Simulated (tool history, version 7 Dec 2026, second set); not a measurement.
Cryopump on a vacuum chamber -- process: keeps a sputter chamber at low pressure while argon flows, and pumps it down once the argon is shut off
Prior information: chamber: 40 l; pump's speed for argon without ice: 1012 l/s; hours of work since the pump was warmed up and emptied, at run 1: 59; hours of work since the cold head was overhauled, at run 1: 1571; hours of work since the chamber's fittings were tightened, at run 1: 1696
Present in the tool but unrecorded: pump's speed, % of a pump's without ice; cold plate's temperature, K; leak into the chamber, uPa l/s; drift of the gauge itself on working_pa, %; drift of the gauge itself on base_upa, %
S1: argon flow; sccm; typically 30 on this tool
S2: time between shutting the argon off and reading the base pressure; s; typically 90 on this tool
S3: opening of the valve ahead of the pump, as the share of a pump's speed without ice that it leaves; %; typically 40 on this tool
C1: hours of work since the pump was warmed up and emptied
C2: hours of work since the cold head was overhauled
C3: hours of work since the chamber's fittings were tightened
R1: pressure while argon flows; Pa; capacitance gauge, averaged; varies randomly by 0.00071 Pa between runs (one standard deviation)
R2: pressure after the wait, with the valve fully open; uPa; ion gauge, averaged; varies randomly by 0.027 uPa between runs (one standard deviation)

run	hour	S1	S2	S3	C1	C2	C3	R1	R2
1	0.0	30	90	40	59	1571	1696	0.1270	3.22
2	61.3	30	90	40	96	1608	1733	0.1281	3.36
3	131.0	30	90	40	138	1650	1775	0.1285	3.40
4	210.7	30	90	40	186	1698	1823	0.1314	3.51
5	252.4	30	90	40	211	1723	1848	0.1311	3.57
6	324.3	30	90	40	255	1767	1892	0.1329	3.72
7	373.0	30	90	40	284	1796	1921	0.1331	3.72
8	447.4	30	90	40	329	1841	1966	0.1346	3.84
9	490.8	48	90	40	355	1867	1992	0.2190	3.94
10	525.0	48	90	40	376	1888	2013	0.2184	4.05
11	603.5	30	25	24	423	1935	2060	0.2226	6.58
12	642.8	49	95	32	447	1959	2084	0.2762	4.05
13	691.8	18	155	40	476	1988	2113	0.0842	4.00
14	745.7	30	90	21	509	2021	2146	0.2551	4.38
15	786.6	55	156	21	533	2046	2170	0.4665	4.16
16	821.6	55	156	55	555	2067	2192	0.2003	4.22
17	859.8	55	153	55	578	2090	2215	0.2001	4.23
18	920.8	16	119	25	614	2127	2251	0.1166	4.57
19	1001.9	16	119	38	663	2175	2300	0.0827	4.86
20	1079.6	52	106	34	710	2222	2347	0.2967	4.97

Branching from run 20: 3 alternative next runs. What would each branch give?
# hour 1114.5: pump warmed up, emptied and cooled again
A	1123.3	44	90	40	5	2246	2370	?	?
# hour 1114.5: pump warmed up, emptied and cooled again
B	1123.3	26	90	40	5	2246	2370	?	?
# hour 1114.5: pump warmed up, emptied and cooled again
C	1123.3	14	90	59	5	2246	2370	?	?

run	R1	R2
A	0.1859	3.88
B	0.1086	4.01
C	0.0404	3.93
With no hidden state in the tool, these same runs would have given:
run	R1	R2
A	0.1845	1.21
B	0.1078	1.24
C	0.0400	1.22
